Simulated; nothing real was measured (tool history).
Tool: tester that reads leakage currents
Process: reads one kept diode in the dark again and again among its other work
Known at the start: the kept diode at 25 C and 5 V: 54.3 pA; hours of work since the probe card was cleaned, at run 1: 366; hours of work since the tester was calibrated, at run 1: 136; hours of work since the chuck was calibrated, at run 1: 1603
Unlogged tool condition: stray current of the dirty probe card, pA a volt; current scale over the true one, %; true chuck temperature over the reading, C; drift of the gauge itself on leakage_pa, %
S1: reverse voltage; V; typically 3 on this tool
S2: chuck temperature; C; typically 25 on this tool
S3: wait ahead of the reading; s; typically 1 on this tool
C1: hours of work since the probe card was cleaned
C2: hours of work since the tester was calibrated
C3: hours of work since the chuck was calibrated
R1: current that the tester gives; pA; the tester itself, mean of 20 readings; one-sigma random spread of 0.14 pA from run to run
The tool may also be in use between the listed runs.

run,hour,S1,S2,S3,C1,C2,C3,R1
1,0,3,25,1,366,136,1603,37.95
2,22.4,3,25,1,382,153,1619,37.98
3,43.7,3,25,1,398,169,1635,37.97
4,70.3,3,39,1,418,188,1655,122.06
5,96.7,3,39,1,438,208,1675,122.63
6,128.4,3,32,1,461,231,1698,69.08
# hour 132.6: tester calibrated
7,158,3,32,1,482,19,1719,68.46
8,183.2,3,32,1,500,38,1737,68.32
9,218.4,3,43,1,527,64,1764,167.61
10,234.8,3,43,1,539,76,1776,166.14
11,266.3,1.42,34,1.57,562,99,1799,53.52
12,300.7,2.73,33,1.42,588,125,1825,70.14
13,329.3,3.35,27,1,609,146,1846,47.31
# hour 339: tester calibrated, once more
14,360.3,3.35,27,1,630,16,1868,47.61
15,377.5,1.77,51,4.54,643,29,1880,231.7
16,394.5,18.98,55,0.66,656,41,1893,1117.2
17,422.4,1.15,27,1.73,677,62,1914,26.26
18,446,1.33,26,4.73,694,79,1931,25.6
19,464.4,3,25,5.99,708,93,1945,36.7
20,480.4,1.93,25,1.44,720,105,1957,29.04

Here are 3 independent what-if runs from the current tool condition. What would each one return?
A,509.2,3,25,5.66,741,126,1978,?
B,509.2,8.16,40,1.11,741,126,1978,?
C,509.2,4.03,25,1.44,741,126,1978,?

run,R1
A,36.4
B,223.1
C,43.31
Had the tool no hidden state, the same runs would have come out as:
run,R1
A,41.56
B,252.61
C,49.29
